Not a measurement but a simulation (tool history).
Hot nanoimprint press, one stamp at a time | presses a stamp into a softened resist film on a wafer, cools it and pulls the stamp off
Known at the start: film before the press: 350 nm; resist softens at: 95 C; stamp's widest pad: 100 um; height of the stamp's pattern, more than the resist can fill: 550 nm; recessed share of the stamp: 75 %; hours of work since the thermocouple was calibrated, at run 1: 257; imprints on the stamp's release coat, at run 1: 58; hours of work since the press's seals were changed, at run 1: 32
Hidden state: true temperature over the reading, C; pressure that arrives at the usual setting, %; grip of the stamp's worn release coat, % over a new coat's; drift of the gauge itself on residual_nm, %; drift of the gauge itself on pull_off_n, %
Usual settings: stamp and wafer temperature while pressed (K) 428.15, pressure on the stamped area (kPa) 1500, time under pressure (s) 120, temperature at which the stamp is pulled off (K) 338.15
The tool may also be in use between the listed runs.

| run | hour | stamp and wafer temperature while pressed (K) | pressure on the stamped area (kPa) | time under pressure (s) | temperature at which the stamp is pulled off (K) | hours of work since the thermocouple was calibrated | imprints on the stamp's release coat | hours of work since the press's seals were changed | resist left under the stamp's widest pad (angstrom) | greatest force while the stamp is pulled off (N) |
|---|---|---|---|---|---|---|---|---|---|---|
| 1 | 0 | 428.15 | 1500 | 120 | 338.15 | 257 | 58 | 32 | 1642 | 183 |
| 2 | 97.6 | 428.15 | 1500 | 120 | 338.15 | 313 | 487 | 88 | 1647 | 178 |
| 3 | 148.9 | 428.15 | 1500 | 120 | 338.15 | 342 | 713 | 117 | 1648 | 183 |
| 4 | 194.6 | 434.15 | 1500 | 120 | 338.15 | 368 | 914 | 143 | 1198 | 179 |
| 5 | 246 | 428.15 | 970 | 120 | 338.15 | 397 | 1140 | 172 | 1957 | 179 |
|  | 285.6 | plate thermocouple calibrated |
| 6 | 341.2 | 428.15 | 1500 | 120 | 338.15 | 32 | 1545 | 225 | 1656 | 185 |
|  | 352.7 | stamp cleaned and given a new release coat |
| 7 | 442.5 | 428.15 | 1500 | 120 | 338.15 | 86 | 394 | 279 | 1658 | 176 |
| 8 | 483.6 | 428.15 | 1500 | 120 | 338.15 | 109 | 575 | 302 | 1661 | 177 |
| 9 | 541.4 | 428.15 | 1500 | 120 | 338.15 | 142 | 829 | 335 | 1662 | 185 |
| 10 | 618.2 | 421.15 | 1500 | 120 | 338.15 | 186 | 1167 | 379 | 2343 | 181 |
| 11 | 677.4 | 421.15 | 1500 | 120 | 338.15 | 220 | 1427 | 413 | 2347 | 180 |
|  | 711.8 | stamp cleaned and given a new release coat |
| 12 | 779.6 | 421.15 | 1760 | 120 | 338.15 | 274 | 298 | 467 | 2237 | 180 |
| 13 | 836.4 | 421.15 | 1760 | 120 | 338.15 | 307 | 548 | 500 | 2241 | 187 |
| 14 | 908 | 421.15 | 1760 | 120 | 338.15 | 347 | 863 | 540 | 2241 | 185 |
| 15 | 971.4 | 421.15 | 1760 | 120 | 338.15 | 383 | 1141 | 576 | 2243 | 182 |
| 16 | 1028.1 | 417.15 | 1500 | 120 | 327.15 | 416 | 1391 | 609 | 2760 | 219 |
|  | 1038.4 | plate thermocouple calibrated |
|  | 1080.1 | stamp cleaned and given a new release coat |
|  | 1095.5 | press's hydraulic seals changed and the load cell set to zero |
| 17 | 1096.8 | 417.15 | 1500 | 120 | 327.15 | 25 | 38 | 1 | 2768 | 205 |
| 18 | 1156 | 428.15 | 970 | 120 | 336.15 | 59 | 298 | 34 | 1999 | 182 |
| 19 | 1247.2 | 428.15 | 970 | 120 | 336.15 | 111 | 699 | 86 | 2001 | 187 |
| 20 | 1319 | 440.15 | 1500 | 120 | 338.15 | 152 | 1015 | 127 | 896 | 179 |
| 21 | 1402.7 | 416.15 | 1500 | 62 | 338.15 | 199 | 1383 | 175 | 3170 | 177 |
|  | 1447.9 | stamp cleaned and given a new release coat |
|  | 1464.8 | gauge calibrated |
| 22 | 1464.8 | 431.15 | 1030 | 194 | 338.15 | 231 | 75 | 207 | 1362 | 189 |
| 23 | 1513.5 | 431.15 | 1030 | 194 | 338.15 | 259 | 289 | 234 | 1361 | 181 |
| 24 | 1582 | 434.15 | 1070 | 137 | 331.15 | 298 | 590 | 273 | 1325 | 204 |
| 25 | 1636.2 | 428.15 | 1090 | 185 | 338.15 | 329 | 828 | 304 | 1596 | 182 |
| 26 | 1716 | 428.15 | 2010 | 185 | 329.15 | 374 | 1179 | 350 | 1216 | 199 |
|  | 1795.2 | plate thermocouple calibrated |
|  | 1812 | stamp cleaned and given a new release coat |
| 27 | 1822.1 | 436.15 | 2010 | 60 | 329.15 | 12 | 44 | 405 | 1267 | 198 |
| 28 | 1872 | 436.15 | 2010 | 60 | 329.15 | 40 | 263 | 433 | 1271 | 207 |
| 29 | 1938.3 | 420.15 | 1250 | 146 | 326.15 | 78 | 555 | 471 | 2447 | 211 |
| 30 | 1980.3 | 419.15 | 1340 | 146 | 326.15 | 102 | 740 | 495 | 2502 | 202 |

The same runs without the tool's hidden state, with the same run-to-run variation:
| run | resist left under the stamp's widest pad (angstrom) |
|---|---|
| 1 | 1643 |
| 2 | 1644 |
| 3 | 1644 |
| 4 | 1194 |
| 5 | 1948 |
| 6 | 1645 |
| 7 | 1644 |
| 8 | 1645 |
| 9 | 1644 |
| 10 | 2315 |
| 11 | 2316 |
| 12 | 2203 |
| 13 | 2205 |
| 14 | 2201 |
| 15 | 2200 |
| 16 | 2705 |
| 17 | 2709 |
| 18 | 1955 |
| 19 | 1953 |
| 20 | 873 |
| 21 | 3084 |
| 22 | 1363 |
| 23 | 1361 |
| 24 | 1322 |
| 25 | 1592 |
| 26 | 1210 |
| 27 | 1258 |
| 28 | 1261 |
| 29 | 2424 |
| 30 | 2477 |
greatest force while the stamp is pulled off (N): within 2 of the measured result in every run.
